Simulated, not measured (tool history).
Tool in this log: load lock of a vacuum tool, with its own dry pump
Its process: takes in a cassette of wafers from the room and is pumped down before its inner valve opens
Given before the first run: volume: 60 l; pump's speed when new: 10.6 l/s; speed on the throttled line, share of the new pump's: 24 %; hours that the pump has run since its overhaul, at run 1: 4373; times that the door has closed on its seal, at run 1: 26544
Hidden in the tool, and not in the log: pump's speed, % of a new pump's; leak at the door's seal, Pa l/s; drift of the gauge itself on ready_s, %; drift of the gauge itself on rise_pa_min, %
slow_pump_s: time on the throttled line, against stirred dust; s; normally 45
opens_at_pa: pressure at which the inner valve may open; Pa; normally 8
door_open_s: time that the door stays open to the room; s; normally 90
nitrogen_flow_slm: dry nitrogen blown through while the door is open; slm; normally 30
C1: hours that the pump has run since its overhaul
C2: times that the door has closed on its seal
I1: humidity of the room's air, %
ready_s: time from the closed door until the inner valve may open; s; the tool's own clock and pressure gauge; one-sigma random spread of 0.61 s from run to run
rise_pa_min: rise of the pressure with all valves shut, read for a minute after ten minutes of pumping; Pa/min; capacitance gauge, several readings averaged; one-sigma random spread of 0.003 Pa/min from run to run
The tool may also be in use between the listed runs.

Run 1, hour 0.0: usual settings; C1 4373; C2 26544; I1 43.8. Result: ready_s 90.7 s, rise_pa_min 0.475 Pa/min.
Run 2, hour 73.5: usual settings but opens_at_pa 14 Pa; C1 4447; C2 26829; I1 45.6. Result: ready_s 87.0 s, rise_pa_min 0.473 Pa/min.
Run 3, hour 167.0: usual settings but opens_at_pa 14 Pa; C1 4540; C2 27192; I1 41.4. Result: ready_s 87.6 s, rise_pa_min 0.490 Pa/min.
Run 4, hour 247.3: usual settings; C1 4621; C2 27504; I1 44.6. Result: ready_s 90.3 s, rise_pa_min 0.502 Pa/min.
Run 5, hour 348.7: usual settings; C1 4722; C2 27898; I1 42.9. Result: ready_s 91.9 s, rise_pa_min 0.506 Pa/min.
Run 6, hour 460.6: usual settings; C1 4834; C2 28333; I1 44.0. Result: ready_s 90.9 s, rise_pa_min 0.529 Pa/min.
Run 7, hour 549.8: usual settings but slow_pump_s 66 s; C1 4923; C2 28680; I1 41.2. Result: ready_s 106.6 s, rise_pa_min 0.540 Pa/min.
Run 8, hour 650.4: usual settings but slow_pump_s 66 s; C1 5024; C2 29071; I1 47.6. Result: ready_s 106.4 s, rise_pa_min 0.553 Pa/min.
Run 9, hour 783.0: usual settings but slow_pump_s 66 s; C1 5156; C2 29586; I1 44.4. Result: ready_s 108.1 s, rise_pa_min 0.571 Pa/min.
Run 10, hour 915.9: usual settings but slow_pump_s 66 s, door_open_s 162 s; C1 5289; C2 30102; I1 43.3. Result: ready_s 107.2 s, rise_pa_min 0.596 Pa/min.
Run 11, hour 1049.5: usual settings but slow_pump_s 66 s, door_open_s 162 s; C1 5423; C2 30621; I1 48.0. Result: ready_s 107.4 s, rise_pa_min 0.604 Pa/min.
At hour 1065.7: door's seal changed, seat wiped.
Run 12, hour 1125.3: usual settings but slow_pump_s 76 s, nitrogen_flow_slm 17 slm; C1 5497; C2 231; I1 43.1. Result: ready_s 115.9 s, rise_pa_min 0.017 Pa/min.
Run 13, hour 1211.8: usual settings but nitrogen_flow_slm 10 slm; C1 5584; C2 567; I1 46.0. Result: ready_s 91.6 s, rise_pa_min 0.027 Pa/min.
Run 14, hour 1271.1: usual settings but slow_pump_s 65 s, opens_at_pa 10 Pa, door_open_s 95 s, nitrogen_flow_slm 10 slm; C1 5643; C2 798; I1 42.0. Result: ready_s 104.3 s, rise_pa_min 0.028 Pa/min.
Run 15, hour 1409.4: usual settings but slow_pump_s 32 s, opens_at_pa 10 Pa, door_open_s 57 s, nitrogen_flow_slm 31 slm; C1 5781; C2 1335; I1 43.2. Result: ready_s 79.9 s, rise_pa_min 0.021 Pa/min.
Run 16, hour 1524.5: usual settings but slow_pump_s 32 s, opens_at_pa 10 Pa, door_open_s 199 s, nitrogen_flow_slm 35 slm; C1 5896; C2 1782; I1 44.3. Result: ready_s 80.6 s, rise_pa_min 0.028 Pa/min.
Run 17, hour 1622.0: usual settings but slow_pump_s 32 s, door_open_s 43 s, nitrogen_flow_slm 35 slm; C1 5994; C2 2161; I1 46.5. Result: ready_s 82.6 s, rise_pa_min 0.019 Pa/min.

How would selected steps in ready_s from run to run divide? Give the signed amount a tool lacking its hidden state would still show from settings, what came in and random variation, and the signed amount left for the hidden state, including any gauge scatter that is not in both of the compared results.
Run 14 -> 15: slow_pump_s 65 -> 32, door_open_s 95 -> 57, nitrogen_flow_slm 10 -> 31. ready_s -24.4 s: hidden state +0.6, all else -25.0.
